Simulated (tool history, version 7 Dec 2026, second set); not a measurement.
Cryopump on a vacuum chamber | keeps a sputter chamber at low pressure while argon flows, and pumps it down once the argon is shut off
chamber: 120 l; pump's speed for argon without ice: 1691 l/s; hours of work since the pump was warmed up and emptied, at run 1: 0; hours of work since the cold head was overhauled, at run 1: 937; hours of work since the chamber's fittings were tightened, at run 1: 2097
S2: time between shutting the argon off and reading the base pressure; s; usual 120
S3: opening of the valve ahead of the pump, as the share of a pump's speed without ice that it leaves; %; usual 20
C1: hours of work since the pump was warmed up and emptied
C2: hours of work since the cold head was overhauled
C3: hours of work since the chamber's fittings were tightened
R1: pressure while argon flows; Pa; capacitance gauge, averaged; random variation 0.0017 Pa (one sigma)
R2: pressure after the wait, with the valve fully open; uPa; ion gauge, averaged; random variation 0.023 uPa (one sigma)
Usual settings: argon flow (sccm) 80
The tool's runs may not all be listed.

run 1 day=0 | argon_flow_(sccm)=80 S2=120 S3=20 | C1=0 C2=937 C3=2097 | R1=0.3993 R2=2.83
run 2 day=1.183 | argon_flow_(sccm)=80 S2=120 S3=31 | C1=26 C2=963 C3=2122 | R1=0.2607 R2=2.76
run 3 day=3.138 | argon_flow_(sccm)=80 S2=120 S3=31 | C1=68 C2=1005 C3=2164 | R1=0.2629 R2=2.93
run 4 day=4.788 | argon_flow_(sccm)=106 S2=120 S3=20 | C1=103 C2=1040 C3=2200 | R1=0.535 R2=2.98
run 5 day=5.9 | argon_flow_(sccm)=106 S2=120 S3=20 | C1=127 C2=1064 C3=2224 | R1=0.5388 R2=2.94
run 6 day=7.429 | argon_flow_(sccm)=80 S2=58 S3=20 | C1=160 C2=1097 C3=2257 | R1=0.4053 R2=3.65
run 7 day=9.642 | argon_flow_(sccm)=80 S2=58 S3=20 | C1=208 C2=1145 C3=2305 | R1=0.4073 R2=3.83
run 8 day=11.604 | argon_flow_(sccm)=80 S2=58 S3=20 | C1=250 C2=1187 C3=2347 | R1=0.4083 R2=3.77
run 9 day=13.342 | argon_flow_(sccm)=80 S2=120 S3=20 | C1=288 C2=1225 C3=2384 | R1=0.4107 R2=3.2
run 10 day=14.829 | argon_flow_(sccm)=80 S2=120 S3=20 | C1=320 C2=1257 C3=2417 | R1=0.411 R2=3.33
run 11 day=15.908 | argon_flow_(sccm)=80 S2=120 S3=20 | C1=343 C2=1280 C3=2440 | R1=0.412 R2=3.26
-- day=16.529 leaking fittings of the chamber tightened, without venting
run 12 day=17.754 | argon_flow_(sccm)=80 S2=120 S3=20 | C1=381 C2=1318 C3=26 | R1=0.4131 R2=0.85
run 13 day=19.529 | argon_flow_(sccm)=80 S2=120 S3=20 | C1=420 C2=1357 C3=65 | R1=0.4143 R2=0.9
run 14 day=20.438 | argon_flow_(sccm)=80 S2=120 S3=20 | C1=439 C2=1376 C3=84 | R1=0.4162 R2=0.93
run 15 day=21.471 | argon_flow_(sccm)=69 S2=120 S3=42 | C1=461 C2=1398 C3=107 | R1=0.1761 R2=0.97
run 16 day=23.475 | argon_flow_(sccm)=79 S2=120 S3=22 | C1=505 C2=1442 C3=150 | R1=0.3744 R2=1.05
run 17 day=25.504 | argon_flow_(sccm)=79 S2=120 S3=22 | C1=549 C2=1486 C3=194 | R1=0.378 R2=1.11
run 18 day=26.954 | argon_flow_(sccm)=79 S2=120 S3=22 | C1=580 C2=1517 C3=225 | R1=0.3772 R2=1.11
run 19 day=28.262 | argon_flow_(sccm)=79 S2=120 S3=22 | C1=608 C2=1545 C3=253 | R1=0.3781 R2=1.1
run 20 day=30.146 | argon_flow_(sccm)=46 S2=35 S3=23 | C1=649 C2=1586 C3=294 | R1=0.2124 R2=2.75
run 21 day=32.342 | argon_flow_(sccm)=149 S2=120 S3=31 | C1=696 C2=1633 C3=341 | R1=0.5229 R2=1.2
run 22 day=34.212 | argon_flow_(sccm)=149 S2=120 S3=31 | C1=736 C2=1673 C3=382 | R1=0.5269 R2=1.35
run 23 day=35.8 | argon_flow_(sccm)=44 S2=65 S3=21 | C1=771 C2=1708 C3=416 | R1=0.2239 R2=1.85
run 24 day=37.408 | argon_flow_(sccm)=44 S2=65 S3=21 | C1=805 C2=1742 C3=451 | R1=0.224 R2=1.94
run 25 day=38.958 | argon_flow_(sccm)=44 S2=65 S3=21 | C1=839 C2=1776 C3=484 | R1=0.2266 R2=2.01
run 26 day=40.7 | argon_flow_(sccm)=44 S2=65 S3=21 | C1=876 C2=1813 C3=522 | R1=0.2258 R2=2.09
-- day=42.121 pump warmed up, emptied and cooled again
run 27 day=42.458 | argon_flow_(sccm)=122 S2=149 S3=21 | C1=7 C2=1847 C3=555 | R1=0.5879 R2=1.25

Forecast each of these 4 alternatives for the next run:
run A day=43.675 | argon_flow_(sccm)=58 S2=149 S3=21 | C1=34 C2=1873 C3=581 | R1=? R2=?
run B day=43.675 | argon_flow_(sccm)=79 S2=68 S3=58 | C1=34 C2=1873 C3=581 | R1=? R2=?
run C day=43.675 | argon_flow_(sccm)=45 S2=149 S3=21 | C1=34 C2=1873 C3=581 | R1=? R2=?
run D day=43.675 | argon_flow_(sccm)=122 S2=149 S3=51 | C1=34 C2=1873 C3=581 | R1=? R2=?

run=A R1=0.2781 R2=1.25
run=B R1=0.1396 R2=1.83
run=C R1=0.2157 R2=1.21
run=D R1=0.2435 R2=1.28
Without the tool's hidden state the same runs would have given:
run=A R1=0.2756 R2=0.65
run=B R1=0.1362 R2=1.25
run=C R1=0.2137 R2=0.63
run=D R1=0.2382 R2=0.69
